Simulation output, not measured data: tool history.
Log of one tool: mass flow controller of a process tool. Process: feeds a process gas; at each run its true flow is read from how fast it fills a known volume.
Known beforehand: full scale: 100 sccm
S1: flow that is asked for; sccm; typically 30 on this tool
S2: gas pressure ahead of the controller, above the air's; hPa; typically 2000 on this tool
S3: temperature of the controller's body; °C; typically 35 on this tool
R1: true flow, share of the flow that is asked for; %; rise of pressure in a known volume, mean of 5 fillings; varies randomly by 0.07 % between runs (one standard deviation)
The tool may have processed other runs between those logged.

run 1 hour=0 | S1=30 S2=2000 S3=35 | R1=98.04
run 2 hour=354.8 | S1=30 S2=2000 S3=29 | R1=98.21
run 3 hour=750 | S1=30 S2=2000 S3=35 | R1=97.84
run 4 hour=934.9 | S1=30 S2=2000 S3=35 | R1=97.87
run 5 hour=1329.6 | S1=30 S2=2650 S3=35 | R1=97.4
run 6 hour=1663.5 | S1=30 S2=2650 S3=35 | R1=97.31
run 7 hour=1906.5 | S1=30 S2=2650 S3=35 | R1=97.39
run 8 hour=2175.1 | S1=30 S2=1430 S3=35 | R1=97.9
run 9 hour=2521.5 | S1=30 S2=2000 S3=28 | R1=97.91
run 10 hour=2843.3 | S1=30 S2=2000 S3=35 | R1=97.58
run 11 hour=3213.1 | S1=30 S2=2000 S3=35 | R1=97.57
run 12 hour=3387.4 | S1=30 S2=2000 S3=35 | R1=97.36
run 13 hour=3762.9 | S1=30 S2=2000 S3=35 | R1=97.24
run 14 hour=3949.6 | S1=30 S2=2000 S3=35 | R1=97.23
run 15 hour=4154.7 | S1=32 S2=2000 S3=35 | R1=97.29
run 16 hour=4532.5 | S1=32 S2=2000 S3=40 | R1=96.95
run 17 hour=4778.6 | S1=32 S2=2000 S3=40 | R1=96.93
run 18 hour=5170.9 | S1=30 S2=2000 S3=30 | R1=97.31
run 19 hour=5416.6 | S1=30 S2=2000 S3=30 | R1=97.33
run 20 hour=5616.8 | S1=30 S2=2000 S3=27 | R1=97.41
run 21 hour=6011.7 | S1=30 S2=2000 S3=35 | R1=96.92
run 22 hour=6176.6 | S1=30 S2=2000 S3=35 | R1=96.92
run 23 hour=6353.7 | S1=30 S2=2000 S3=35 | R1=96.9
run 24 hour=6681.6 | S1=30 S2=2000 S3=35 | R1=96.82
run 25 hour=6864.7 | S1=30 S2=1900 S3=37 | R1=96.72
run 26 hour=7164.6 | S1=30 S2=2190 S3=29 | R1=97.03
run 27 hour=7550.5 | S1=55 S2=1830 S3=25 | R1=97.77
run 28 hour=7868 | S1=43 S2=2000 S3=35 | R1=96.84
-- hour=8110.7 gauge calibrated
run 29 hour=8213.7 | S1=62 S2=2230 S3=23 | R1=99.22
run 30 hour=8587.3 | S1=62 S2=2230 S3=23 | R1=99.06
run 31 hour=8800.3 | S1=19 S2=2000 S3=35 | R1=97.69
run 32 hour=8994.6 | S1=30 S2=2540 S3=31 | R1=97.78
run 33 hour=9292 | S1=30 S2=2540 S3=31 | R1=97.81
run 34 hour=9479.4 | S1=11 S2=1480 S3=40 | R1=97.28
run 35 hour=9725.8 | S1=11 S2=1480 S3=40 | R1=97.33

What will run 36 give?
run 36 hour=10002.9 | S1=12 S2=2000 S3=35 | R1=?

R1: 97.1 %
With the hidden condition absent and the run-to-run variation left alone, this run would have shown R1 97.48 %.
